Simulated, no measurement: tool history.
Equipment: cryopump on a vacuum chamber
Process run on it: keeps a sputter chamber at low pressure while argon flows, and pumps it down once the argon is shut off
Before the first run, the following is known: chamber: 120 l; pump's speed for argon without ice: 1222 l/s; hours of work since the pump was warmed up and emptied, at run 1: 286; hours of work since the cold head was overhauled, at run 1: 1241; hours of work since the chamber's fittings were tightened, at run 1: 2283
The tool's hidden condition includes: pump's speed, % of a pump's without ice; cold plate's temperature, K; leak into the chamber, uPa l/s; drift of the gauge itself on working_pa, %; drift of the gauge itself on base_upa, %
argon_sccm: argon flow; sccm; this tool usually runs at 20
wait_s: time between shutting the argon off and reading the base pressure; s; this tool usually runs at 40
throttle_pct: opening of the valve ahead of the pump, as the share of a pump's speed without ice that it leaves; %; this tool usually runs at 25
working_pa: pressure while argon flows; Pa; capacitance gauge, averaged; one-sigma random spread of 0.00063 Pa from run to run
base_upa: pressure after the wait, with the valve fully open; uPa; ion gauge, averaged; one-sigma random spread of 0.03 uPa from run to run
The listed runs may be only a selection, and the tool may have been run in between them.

run,hour,argon_sccm,wait_s,throttle_pct,hours of work since the pump was warmed up and emptied,hours of work since the cold head was overhauled,hours of work since the chamber's fittings were tightened,working_pa,base_upa
1,0,20,40,25,286,1241,2283,0.1162,2.84
2,49.5,20,40,25,313,1268,2311,0.1166,2.76
3,98,10,40,25,340,1295,2337,0.0581,2.78
4,139.3,20,40,38,363,1318,2360,0.0791,2.77
5,195,20,40,38,393,1348,2391,0.0788,2.78
6,245.5,20,40,21,421,1376,2419,0.1393,2.81
7,297.4,20,40,25,450,1405,2448,0.1181,2.89
# hour 321: pump warmed up, emptied and cooled again
8,336.1,20,40,25,8,1423,2466,0.1108,2.55
9,391.2,20,40,25,39,1454,2497,0.1111,2.61
10,444.4,20,68,25,68,1483,2526,0.1116,2.18
11,488.1,20,40,25,92,1507,2550,0.1132,2.6
12,533.4,20,40,25,117,1532,2575,0.1125,2.71
13,577.7,20,40,21,142,1557,2599,0.1344,2.79
14,626.9,26,121,48,169,1584,2627,0.0796,1.97

Run 15 has not been measured yet. What should we expect?
15,682.7,15,40,29,200,1615,2657,?,?

working_pa: 0.0739 Pa
base_upa: 2.82 uPa
If the tool had no hidden condition, the same run with the same run-to-run variation would have returned working_pa 0.0712 Pa, base_upa 1.53 uPa.

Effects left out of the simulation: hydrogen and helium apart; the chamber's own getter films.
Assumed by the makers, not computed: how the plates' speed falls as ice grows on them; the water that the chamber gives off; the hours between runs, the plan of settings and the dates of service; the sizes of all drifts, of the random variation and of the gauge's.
